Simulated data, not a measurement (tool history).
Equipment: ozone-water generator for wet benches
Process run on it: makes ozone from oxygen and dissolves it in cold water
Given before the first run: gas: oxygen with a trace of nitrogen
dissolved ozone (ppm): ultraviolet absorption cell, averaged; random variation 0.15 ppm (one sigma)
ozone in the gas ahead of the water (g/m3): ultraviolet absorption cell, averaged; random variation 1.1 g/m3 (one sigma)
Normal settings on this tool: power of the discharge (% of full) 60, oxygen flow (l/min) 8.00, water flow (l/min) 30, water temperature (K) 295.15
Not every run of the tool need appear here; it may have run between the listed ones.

run	hour	power of the discharge (% of full)	oxygen flow (l/min)	water flow (l/min)	water temperature (K)	dissolved ozone (ppm)	ozone in the gas ahead of the water (g/m3)
1	0.0	60	8.00	30	295.15	17.6	198.1
2	106.8	60	8.00	30	295.15	17.5	199.4
3	300.2	60	8.00	30	295.15	17.5	198.4
4	383.6	60	8.00	30	295.15	17.2	197.8
5	578.0	100	8.00	30	295.15	25.3	283.8
6	673.7	100	8.00	30	295.15	25.1	283.6
7	765.7	60	8.00	30	302.15	15.4	195.1
8	937.0	60	8.00	30	297.15	17.1	195.8
9	1037.9	60	8.00	30	288.15	19.2	195.1
10	1222.5	60	8.00	30	288.15	19.2	197.2
11	1365.1	60	10.00	30	288.15	19.6	177.3
12	1557.1	60	10.00	30	288.15	19.4	178.4
13	1653.6	60	10.00	30	288.15	19.7	174.8
14	1848.1	66	8.00	30	295.15	18.1	208.8
15	2027.8	57	8.00	30	295.15	16.7	187.3
# hour 2055.8: water thermometer calibrated
16	2176.2	57	8.00	30	295.15	16.2	186.5
17	2307.3	60	8.00	30	301.15	15.5	194.4
18	2393.3	60	8.00	30	288.15	18.7	194.5
19	2536.1	60	8.00	30	291.15	18.0	193.8
# hour 2600.8: water thermometer calibrated, once more
20	2722.8	60	8.00	30	294.15	17.2	192.6
21	2910.9	47	4.32	40	288.15	10.8	215.8
22	3057.7	47	4.32	40	288.15	10.5	216.1
23	3141.2	47	4.32	40	288.15	10.7	210.6
24	3280.2	60	8.00	31	295.15	16.3	192.2
25	3424.9	52	10.77	34	292.15	14.7	151.8
26	3554.2	52	10.77	33	292.15	15.0	152.2
27	3674.9	60	5.05	28	295.15	16.7	234.6
28	3796.1	41	9.22	36	298.15	10.9	138.9
29	3951.3	41	9.22	36	298.15	10.8	138.2
30	4049.3	60	8.00	30	288.15	18.4	191.7
31	4198.8	72	5.38	47	302.15	11.1	258.6
32	4295.5	41	5.17	33	295.15	11.3	177.7

The logged runs with the hidden state left out (each run's random variation unchanged):
The hidden state here: yield of the discharge, % of new electrodes'; contactor's efficiency, % of a clean one's; true water temperature over the reading, C; drift of the gauge itself on ozone_ppm, %; drift of the gauge itself on gas_g_m3, %.
run	dissolved ozone (ppm)	ozone in the gas ahead of the water (g/m3)
1	18.0	199.6
2	18.0	201.1
3	18.0	200.5
4	17.7	200.1
5	26.3	289.3
6	26.2	289.6
7	15.9	198.2
8	17.7	199.2
9	20.0	198.8
10	20.0	201.2
11	20.5	181.2
12	20.3	182.6
13	20.7	179.1
14	19.1	214.9
15	17.6	192.5
16	17.2	192.0
17	16.5	200.5
18	19.9	200.8
19	19.1	200.4
20	18.4	199.6
21	11.5	222.4
22	11.2	222.9
23	11.4	217.5
24	17.6	200.3
25	15.7	157.6
26	16.2	158.3
27	18.1	245.5
28	11.6	143.5
29	11.5	142.9
30	20.0	201.2
31	12.3	273.9
32	12.2	184.2
